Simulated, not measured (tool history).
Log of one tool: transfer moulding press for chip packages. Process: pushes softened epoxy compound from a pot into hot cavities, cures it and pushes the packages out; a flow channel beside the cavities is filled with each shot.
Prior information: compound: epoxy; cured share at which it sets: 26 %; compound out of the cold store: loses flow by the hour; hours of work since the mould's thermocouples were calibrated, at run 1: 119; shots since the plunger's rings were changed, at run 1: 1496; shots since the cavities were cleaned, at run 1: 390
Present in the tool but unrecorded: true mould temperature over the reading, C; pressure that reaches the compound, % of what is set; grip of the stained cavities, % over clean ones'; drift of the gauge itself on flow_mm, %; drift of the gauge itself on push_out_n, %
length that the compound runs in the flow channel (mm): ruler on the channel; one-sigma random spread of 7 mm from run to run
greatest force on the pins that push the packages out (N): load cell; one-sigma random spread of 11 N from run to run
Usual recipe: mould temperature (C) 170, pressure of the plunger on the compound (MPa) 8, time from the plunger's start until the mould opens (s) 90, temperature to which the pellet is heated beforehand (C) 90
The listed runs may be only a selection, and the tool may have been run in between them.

run  hour  mould temperature (C)  pressure of the plunger on the compound (MPa)  time from the plunger's start until the mould opens (s)  temperature to which the pellet is heated beforehand (C)  hours of work since the mould's thermocouples were calibrated  shots since the plunger's rings were changed  shots since the cavities were cleaned  incoming compound's hours out of the cold store  length that the compound runs in the flow channel (mm)  greatest force on the pins that push the packages out (N)
  1     0                    170                                              8                                                       90                                                        90                                                            119                                          1496                                    390                                               15                                                     916                                                        556
  2   7.1                    170                                              8                                                       90                                                        90                                                            123                                          1584                                    478                                             47.4                                                     762                                                        514
     10.1  -- cavities cleaned with cleaning compound and waxed
  3  18.5                    170                                              8                                                       90                                                        90                                                            129                                          1708                                    104                                              8.8                                                     968                                                        543
  4  22.8                    170                                              8                                                       90                                                        90                                                            131                                          1762                                    158                                               45                                                     779                                                        528
  5  30.3                    170                                              8                                                      118                                                        90                                                            135                                          1856                                    252                                             35.6                                                     828                                                        437
  6  38.1                    170                                              8                                                       90                                                        90                                                            140                                          1953                                    349                                             30.4                                                     849                                                        495
  7  47.3                    170                                              8                                                       90                                                        90                                                            145                                          2067                                    463                                               35                                                     825                                                        521
     51.5  -- cavities cleaned with cleaning compound and waxed
  8  55.3                    164                                              8                                                       93                                                        84                                                            149                                          2149                                     48                                             43.1                                                     810                                                        682
  9  59.7                    172                                           8.14                                                       93                                                        84                                                            151                                          2203                                    102                                             28.3                                                     858                                                        469
 10  65.3                    170                                              8                                                       90                                                        99                                                            155                                          2273                                    172                                             45.9                                                     758                                                        500
 11  74.5                    170                                           6.02                                                       90                                                        99                                                            160                                          2388                                    287                                             31.2                                                     723                                                        516
 12  81.5                    170                                           6.02                                                       90                                                        99                                                            164                                          2475                                    374                                             36.4                                                     700                                                        515
 13  89.1                    170                                           6.02                                                       90                                                        99                                                            168                                          2570                                    469                                             19.3                                                     788                                                        528
     93.1  -- cavities cleaned with cleaning compound and waxed
 14   101                    170                                           6.02                                                       90                                                        99                                                            174                                          2699                                     98                                               43                                                     679                                                        477

Consider 3 possible next runs. They are alternatives, not a sequence: every one starts from the tool as it was left by run 14. What does each give?
  A  108.4                    166                                              8                                                       88                                                        89                                                            178                                          2792                                    191                                             22.4                                                       ?                                                          ?
  B  108.4                    170                                           6.19                                                      129                                                        99                                                            178                                          2792                                    191                                               42                                                       ?                                                          ?
  C  108.4                    170                                           6.75                                                      128                                                        99                                                            178                                          2792                                    191                                             10.2                                                       ?                                                          ?

run  length that the compound runs in the flow channel (mm)  greatest force on the pins that push the packages out (N)
  A                                                     910                                                        692
  B                                                     678                                                        440
  C                                                     877                                                        430
The same runs, with their run-to-run variation unchanged, on a tool lacking any hidden condition would have given:
run  length that the compound runs in the flow channel (mm)  greatest force on the pins that push the packages out (N)
  A                                                     911                                                        687
  B                                                     679                                                        436
  C                                                     878                                                        427
